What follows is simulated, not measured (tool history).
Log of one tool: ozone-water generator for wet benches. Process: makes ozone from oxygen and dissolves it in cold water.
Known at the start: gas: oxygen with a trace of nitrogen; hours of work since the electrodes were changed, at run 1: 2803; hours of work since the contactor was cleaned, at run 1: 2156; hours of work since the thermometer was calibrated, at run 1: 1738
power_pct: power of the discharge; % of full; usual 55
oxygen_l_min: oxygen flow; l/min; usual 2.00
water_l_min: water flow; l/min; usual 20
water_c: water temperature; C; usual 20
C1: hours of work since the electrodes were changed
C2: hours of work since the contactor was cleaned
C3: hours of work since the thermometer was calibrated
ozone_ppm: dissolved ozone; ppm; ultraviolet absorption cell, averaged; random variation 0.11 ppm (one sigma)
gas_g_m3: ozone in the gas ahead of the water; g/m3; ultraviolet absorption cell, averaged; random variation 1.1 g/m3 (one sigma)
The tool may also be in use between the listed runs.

run 1 hour=0.0 | power_pct=55 oxygen_l_min=2.00 water_l_min=20 water_c=20 | C1=2803 C2=2156 C3=1738 | ozone_ppm=7.8 gas_g_m3=186.9
run 2 hour=42.7 | power_pct=55 oxygen_l_min=2.00 water_l_min=20 water_c=20 | C1=2838 C2=2191 C3=1774 | ozone_ppm=8.2 gas_g_m3=187.6
run 3 hour=119.3 | power_pct=55 oxygen_l_min=2.00 water_l_min=20 water_c=20 | C1=2902 C2=2255 C3=1838 | ozone_ppm=7.9 gas_g_m3=188.7
run 4 hour=162.9 | power_pct=55 oxygen_l_min=2.00 water_l_min=20 water_c=20 | C1=2939 C2=2292 C3=1874 | ozone_ppm=7.8 gas_g_m3=187.1
run 5 hour=234.0 | power_pct=55 oxygen_l_min=2.00 water_l_min=20 water_c=20 | C1=2998 C2=2351 C3=1933 | ozone_ppm=7.9 gas_g_m3=186.6
run 6 hour=304.2 | power_pct=55 oxygen_l_min=2.00 water_l_min=20 water_c=20 | C1=3057 C2=2410 C3=1992 | ozone_ppm=7.8 gas_g_m3=187.2
run 7 hour=348.8 | power_pct=55 oxygen_l_min=2.00 water_l_min=20 water_c=20 | C1=3094 C2=2447 C3=2029 | ozone_ppm=7.6 gas_g_m3=186.2
run 8 hour=431.4 | power_pct=55 oxygen_l_min=3.20 water_l_min=20 water_c=16 | C1=3163 C2=2516 C3=2098 | ozone_ppm=9.5 gas_g_m3=158.1
run 9 hour=510.2 | power_pct=59 oxygen_l_min=1.33 water_l_min=21 water_c=19 | C1=3229 C2=2582 C3=2164 | ozone_ppm=6.3 gas_g_m3=222.5

The next listed run, before its measurement:
run 10 hour=556.9 | power_pct=48 oxygen_l_min=3.13 water_l_min=25 water_c=24 | C1=3268 C2=2621 C3=2203 | ozone_ppm=? gas_g_m3=?

Run 10 gave ozone_ppm 6.8 ppm, gas_g_m3 148.9 g/m3.
Without the tool's hidden state the same run would have given ozone_ppm 8.0 ppm, gas_g_m3 162.3 g/m3.
